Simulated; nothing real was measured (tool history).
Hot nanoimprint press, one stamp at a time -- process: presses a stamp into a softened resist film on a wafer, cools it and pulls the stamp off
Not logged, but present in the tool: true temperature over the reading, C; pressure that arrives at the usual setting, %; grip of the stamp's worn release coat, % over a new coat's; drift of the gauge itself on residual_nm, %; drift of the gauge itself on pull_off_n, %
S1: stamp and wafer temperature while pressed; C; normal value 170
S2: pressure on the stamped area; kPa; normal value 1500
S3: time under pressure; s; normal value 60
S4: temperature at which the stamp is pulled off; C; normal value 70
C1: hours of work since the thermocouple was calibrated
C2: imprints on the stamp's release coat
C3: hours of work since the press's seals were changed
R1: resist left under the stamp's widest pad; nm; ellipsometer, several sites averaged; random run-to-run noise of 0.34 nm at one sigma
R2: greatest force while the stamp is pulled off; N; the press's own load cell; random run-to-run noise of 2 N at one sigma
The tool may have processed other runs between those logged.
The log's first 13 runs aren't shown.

| run | day | S1 | S2 | S3 | S4 | C1 | C2 | C3 | R1 | R2 |
|---|---|---|---|---|---|---|---|---|---|---|
| 14 | 4.550 | 170 | 1500 | 60 | 70 | 26 | 66 | 64 | 102.8 | 202 |
| 15 | 4.746 | 170 | 1500 | 60 | 70 | 28 | 75 | 66 | 103.4 | 204 |
| 16 | 5.038 | 174 | 2050 | 33 | 70 | 32 | 90 | 70 | 96.1 | 201 |
| 17 | 5.308 | 170 | 1500 | 60 | 74 | 35 | 103 | 73 | 102.5 | 187 |
| 18 | 5.504 | 172 | 1000 | 30 | 66 | 37 | 113 | 75 | 146.3 | 223 |
| 19 | 5.692 | 172 | 1000 | 30 | 66 | 39 | 122 | 77 | 146.2 | 221 |
| 20 | 6.071 | 172 | 1000 | 30 | 66 | 43 | 142 | 81 | 146.2 | 221 |
| 21 | 6.308 | 178 | 1370 | 61 | 66 | 46 | 153 | 84 | 79.3 | 226 |
| 22 | 6.683 | 178 | 1370 | 77 | 67 | 50 | 172 | 88 | 72.0 | 217 |
| 23 | 6.967 | 178 | 1370 | 77 | 67 | 53 | 186 | 91 | 71.5 | 219 |
| 24 | 7.183 | 170 | 1500 | 33 | 59 | 56 | 197 | 94 | 129.2 | 254 |
| 25 | 7.512 | 170 | 1470 | 33 | 59 | 59 | 213 | 97 | 129.5 | 254 |
| 26 | 7.796 | 178 | 1500 | 60 | 70 | 63 | 227 | 101 | 76.6 | 204 |
| 27 | 8.217 | 178 | 1500 | 60 | 66 | 67 | 248 | 105 | 76.5 | 227 |
| 28 | 8.525 | 171 | 2350 | 88 | 57 | 71 | 264 | 109 | 67.7 | 263 |
| 29 | 8.954 | 174 | 1160 | 89 | 58 | 76 | 285 | 114 | 86.2 | 260 |
| 30 | 9.146 | 161 | 1070 | 60 | 70 | 78 | 295 | 116 | 164.1 | 209 |

Predict each of these 4 candidate next runs independently; none follows another, all start after run 30:
| A | 9.371 | 160 | 970 | 34 | 70 | 80 | 306 | 118 | ? | ? |
| B | 9.371 | 161 | 2240 | 79 | 70 | 80 | 306 | 118 | ? | ? |
| C | 9.371 | 164 | 1070 | 60 | 77 | 80 | 306 | 118 | ? | ? |
| D | 9.371 | 168 | 940 | 60 | 70 | 80 | 306 | 118 | ? | ? |

| run | R1 | R2 |
|---|---|---|
| A | 198.2 | 215 |
| B | 111.8 | 213 |
| C | 149.6 | 180 |
| D | 137.5 | 210 |
Without the tool's unlogged condition, the same runs would have read:
| run | R1 | R2 |
|---|---|---|
| A | 197.6 | 207 |
| B | 110.8 | 204 |
| C | 148.8 | 172 |
| D | 136.7 | 202 |
